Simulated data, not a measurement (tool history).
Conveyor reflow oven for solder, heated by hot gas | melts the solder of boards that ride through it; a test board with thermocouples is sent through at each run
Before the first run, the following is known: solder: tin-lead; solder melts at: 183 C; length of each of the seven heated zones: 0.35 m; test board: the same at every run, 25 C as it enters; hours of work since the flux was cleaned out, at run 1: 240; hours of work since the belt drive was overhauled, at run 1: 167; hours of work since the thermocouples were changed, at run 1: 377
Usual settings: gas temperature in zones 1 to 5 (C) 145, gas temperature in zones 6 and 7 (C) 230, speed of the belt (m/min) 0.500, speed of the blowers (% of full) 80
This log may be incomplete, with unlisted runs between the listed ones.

run   hour  gas temperature in zones 1 to 5 (C)  gas temperature in zones 6 and 7 (C)  speed of the belt (m/min)  speed of the blowers (% of full)  hours of work since the flux was cleaned out  hours of work since the belt drive was overhauled  hours of work since the thermocouples were changed  highest temperature of the board (C)  time above the solder's melting point (s)
  1    0.0                                  145                                   230                      0.500                                80                                           240                                                167                                                 377                                 214.7                                       62.7
  2   16.1                                  145                                   230                      0.500                                80                                           251                                                178                                                 387                                 214.8                                       63.2
  3   30.0                                  145                                   230                      0.500                                80                                           260                                                187                                                 397                                 214.6                                       63.6
  4   39.5                                  145                                   230                      0.500                                80                                           267                                                193                                                 403                                 214.4                                       62.8
  5   48.2                                  145                                   230                      0.500                                80                                           272                                                199                                                 409                                 214.6                                       63.3
  6   67.4                                  145                                   230                      0.500                                80                                           285                                                212                                                 422                                 214.4                                       63.2
  7   81.1                                  145                                   230                      0.500                                80                                           294                                                221                                                 431                                 214.3                                       63.3
      86.1  -- belt drive overhauled, speed set with a stopwatch
  8  100.7                                  145                                   230                      0.500                                80                                           305                                                 10                                                 441                                 214.2                                       62.6
  9  120.2                                  145                                   230                      0.500                                80                                           318                                                 23                                                 454                                 214.2                                       62.9
 10  133.3                                  145                                   230                      0.500                                80                                           327                                                 32                                                 463                                 214.0                                       62.2
 11  145.4                                  145                                   230                      0.500                                80                                           335                                                 40                                                 471                                 214.2                                       63.5
 12  155.7                                  148                                   230                      0.500                                80                                           342                                                 46                                                 478                                 214.8                                       64.4
 13  165.1                                  148                                   230                      0.422                                80                                           348                                                 53                                                 484                                 219.0                                       82.9
 14  178.6                                  145                                   241                      0.500                                80                                           357                                                 62                                                 493                                 223.0                                       69.3
     188.4  -- belt drive overhauled, speed set with a stopwatch, once more
 15  193.8                                  147                                   239                      0.441                                67                                           364                                                  4                                                 501                                 223.5                                       80.0
 16  209.3                                  147                                   230                      0.492                                80                                           375                                                 14                                                 511                                 214.2                                       65.1
 17  223.4                                  147                                   230                      0.492                                80                                           384                                                 23                                                 521                                 214.3                                       63.9
 18  242.9                                  147                                   230                      0.492                                60                                           397                                                 36                                                 534                                 210.8                                       60.0
 19  258.2                                  145                                   230                      0.413                                84                                           407                                                 47                                                 544                                 219.1                                       82.0
 20  272.5                                  145                                   230                      0.413                                84                                           417                                                 56                                                 553                                 218.5                                       81.9
 21  283.5                                  145                                   223                      0.558                                80                                           424                                                 63                                                 561                                 203.9                                       43.9
     303.4  -- flux residue cleaned out of gas plates and filters
 22  303.4                                  145                                   235                      0.542                                60                                             0                                                 73                                                 571                                 215.6                                       57.4
 23  315.0                                  148                                   229                      0.500                                80                                             8                                                 81                                                 578                                 217.0                                       67.4
 24  327.4                                  148                                   229                      0.500                                80                                            16                                                 89                                                 587                                 217.0                                       66.7
 25  344.6                                  157                                   227                      0.478                                59                                            28                                                101                                                 598                                 214.7                                       72.7
 26  358.7                                  145                                   230                      0.533                                80                                            37                                                110                                                 607                                 215.5                                       59.6
 27  371.4                                  145                                   230                      0.533                                80                                            45                                                119                                                 616                                 215.6                                       59.6

Same runs, no hidden state in the tool, same run-to-run variation:
The tool's hidden condition here consists of: heat that the gas passes to the board, % of a clean oven's; belt's true speed, % of the reading; true gas temperature in zones 6 and 7 over the reading, C; drift of the gauge itself on peak_c, C; drift of the gauge itself on liquid_s, %.
run  highest temperature of the board (C)  time above the solder's melting point (s)
  1                                 215.5                                       63.8
  2                                 215.7                                       64.4
  3                                 215.7                                       64.9
  4                                 215.5                                       64.2
  5                                 215.7                                       64.8
  6                                 215.7                                       64.7
  7                                 215.6                                       64.8
  8                                 215.6                                       64.1
  9                                 215.7                                       64.6
 10                                 215.6                                       63.9
 11                                 215.9                                       65.3
 12                                 216.4                                       66.1
 13                                 219.9                                       83.8
 14                                 225.2                                       70.7
 15                                 225.4                                       82.0
 16                                 216.4                                       68.2
 17                                 216.6                                       67.1
 18                                 213.1                                       63.6
 19                                 220.7                                       84.6
 20                                 220.2                                       84.6
 21                                 207.0                                       49.0
 22                                 213.9                                       56.0
 23                                 215.2                                       66.0
 24                                 215.2                                       65.3
 25                                 213.1                                       71.2
 26                                 214.0                                       58.5
 27                                 214.1                                       58.5

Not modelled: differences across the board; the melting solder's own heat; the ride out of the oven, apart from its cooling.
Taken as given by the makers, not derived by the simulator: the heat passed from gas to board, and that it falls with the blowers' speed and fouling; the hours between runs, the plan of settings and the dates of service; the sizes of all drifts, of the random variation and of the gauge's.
